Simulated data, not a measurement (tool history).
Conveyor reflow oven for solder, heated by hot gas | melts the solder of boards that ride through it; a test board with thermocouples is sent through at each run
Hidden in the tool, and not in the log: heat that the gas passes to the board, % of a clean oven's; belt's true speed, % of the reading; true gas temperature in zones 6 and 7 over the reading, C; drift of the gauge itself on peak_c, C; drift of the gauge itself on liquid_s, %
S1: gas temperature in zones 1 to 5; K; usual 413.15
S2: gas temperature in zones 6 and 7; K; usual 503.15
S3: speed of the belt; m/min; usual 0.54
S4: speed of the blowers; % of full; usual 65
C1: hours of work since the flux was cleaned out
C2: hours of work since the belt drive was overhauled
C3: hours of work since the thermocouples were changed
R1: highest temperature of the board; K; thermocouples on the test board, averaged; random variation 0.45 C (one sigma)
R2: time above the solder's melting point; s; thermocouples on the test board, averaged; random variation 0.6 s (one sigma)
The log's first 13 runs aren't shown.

run 14 hour=363.6 | S1=404.15 S2=503.15 S3=0.54 S4=65 | C1=58 C2=530 C3=833 | R1=483.15 R2=49.1
run 15 hour=396.4 | S1=404.15 S2=503.15 S3=0.54 S4=65 | C1=82 C2=553 C3=857 | R1=483.25 R2=48.4
-- hour=404 belt drive overhauled, speed set with a stopwatch
run 16 hour=429.6 | S1=404.15 S2=503.15 S3=0.54 S4=65 | C1=103 C2=18 C3=878 | R1=482.35 R2=49.3
run 17 hour=447.7 | S1=404.15 S2=496.15 S3=0.54 S4=65 | C1=116 C2=32 C3=891 | R1=476.05 R2=42
run 18 hour=468.9 | S1=426.15 S2=511.15 S3=0.571 S4=51 | C1=131 C2=47 C3=906 | R1=486.55 R2=56
run 19 hour=491.7 | S1=413.15 S2=516.15 S3=0.54 S4=65 | C1=148 C2=63 C3=922 | R1=495.55 R2=62.8
run 20 hour=525.2 | S1=413.15 S2=516.15 S3=0.54 S4=65 | C1=172 C2=87 C3=947 | R1=494.95 R2=62.8
run 21 hour=544.5 | S1=413.15 S2=494.15 S3=0.539 S4=52 | C1=186 C2=101 C3=961 | R1=471.45 R2=37.3

The next listed run, before its measurement:
run 22 hour=569.5 | S1=413.15 S2=494.15 S3=0.539 S4=52 | C1=204 C2=119 C3=979 | R1=? R2=?

R1: 471.75 K
R2: 37 s
Without the tool's hidden state the same run would have given R1 474.05 K, R2 40.1 s.

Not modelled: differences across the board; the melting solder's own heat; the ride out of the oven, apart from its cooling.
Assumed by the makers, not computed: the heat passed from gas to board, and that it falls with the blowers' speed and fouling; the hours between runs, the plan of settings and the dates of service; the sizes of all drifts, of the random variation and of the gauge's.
